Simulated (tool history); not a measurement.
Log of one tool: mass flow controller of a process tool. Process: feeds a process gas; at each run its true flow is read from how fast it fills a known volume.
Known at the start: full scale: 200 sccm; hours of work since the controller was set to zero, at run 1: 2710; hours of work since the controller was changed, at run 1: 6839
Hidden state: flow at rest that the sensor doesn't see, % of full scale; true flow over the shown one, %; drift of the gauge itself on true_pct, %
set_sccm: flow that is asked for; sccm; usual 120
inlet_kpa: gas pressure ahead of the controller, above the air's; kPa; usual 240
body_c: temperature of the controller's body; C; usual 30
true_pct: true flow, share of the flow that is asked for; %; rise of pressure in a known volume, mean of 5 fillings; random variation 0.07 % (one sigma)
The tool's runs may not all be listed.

| run | hour | set_sccm | inlet_kpa | body_c | hours of work since the controller was set to zero | hours of work since the controller was changed | true_pct |
|---|---|---|---|---|---|---|---|
| 1 | 0.0 | 120 | 240 | 30 | 2710 | 6839 | 99.31 |
| 2 | 109.4 | 120 | 240 | 30 | 2790 | 6919 | 99.46 |
| 3 | 250.0 | 120 | 240 | 33 | 2893 | 7022 | 99.52 |
| 4 | 393.0 | 120 | 240 | 30 | 2998 | 7127 | 99.30 |
| 5 | 539.7 | 120 | 161 | 30 | 3106 | 7235 | 98.89 |
| 6 | 751.1 | 120 | 161 | 30 | 3261 | 7390 | 98.84 |
| 7 | 988.3 | 120 | 161 | 30 | 3435 | 7564 | 98.89 |
| 8 | 1114.5 | 120 | 161 | 30 | 3527 | 7656 | 98.79 |
| 9 | 1226.2 | 120 | 161 | 30 | 3609 | 7738 | 98.79 |
| 10 | 1477.3 | 120 | 237 | 30 | 3793 | 7922 | 99.33 |
| 11 | 1687.9 | 120 | 261 | 30 | 3948 | 8077 | 99.52 |
| 12 | 1906.9 | 120 | 261 | 30 | 4108 | 8237 | 99.50 |
|  | 1925.4 | controller's zero set anew |
|  | 1979.0 | controller exchanged for a calibrated one |
| 13 | 2094.8 | 120 | 261 | 30 | 85 | 85 | 99.53 |
| 14 | 2312.6 | 88 | 270 | 30 | 245 | 245 | 99.19 |
| 15 | 2485.7 | 88 | 270 | 30 | 372 | 372 | 99.10 |
| 16 | 2729.7 | 151 | 182 | 25 | 550 | 550 | 99.06 |
| 17 | 2903.1 | 123 | 219 | 34 | 678 | 678 | 99.59 |
| 18 | 3147.3 | 123 | 219 | 34 | 857 | 857 | 99.59 |
| 19 | 3268.7 | 20 | 219 | 25 | 946 | 946 | 97.30 |
| 20 | 3497.1 | 20 | 219 | 25 | 1113 | 1113 | 97.31 |
| 21 | 3732.2 | 76 | 240 | 30 | 1285 | 1285 | 98.56 |
| 22 | 3849.4 | 76 | 240 | 30 | 1371 | 1371 | 98.72 |
| 23 | 4030.9 | 76 | 240 | 30 | 1505 | 1505 | 98.74 |
| 24 | 4180.2 | 44 | 240 | 39 | 1614 | 1614 | 98.86 |

5 ways to go on from here, each from the tool as it stands after run 24. What would each give?
| A | 4306.2 | 30 | 166 | 25 | 1706 | 1706 | ? |
| B | 4306.2 | 44 | 240 | 36 | 1706 | 1706 | ? |
| C | 4306.2 | 124 | 240 | 22 | 1706 | 1706 | ? |
| D | 4306.2 | 52 | 141 | 23 | 1706 | 1706 | ? |
| E | 4306.2 | 54 | 240 | 29 | 1706 | 1706 | ? |

| run | true_pct |
|---|---|
| A | 97.07 |
| B | 98.67 |
| C | 98.93 |
| D | 97.09 |
| E | 98.05 |
Without the tool's hidden state the same runs would have given:
| run | true_pct |
|---|---|
| A | 97.05 |
| B | 98.66 |
| C | 98.93 |
| D | 97.08 |
| E | 98.04 |

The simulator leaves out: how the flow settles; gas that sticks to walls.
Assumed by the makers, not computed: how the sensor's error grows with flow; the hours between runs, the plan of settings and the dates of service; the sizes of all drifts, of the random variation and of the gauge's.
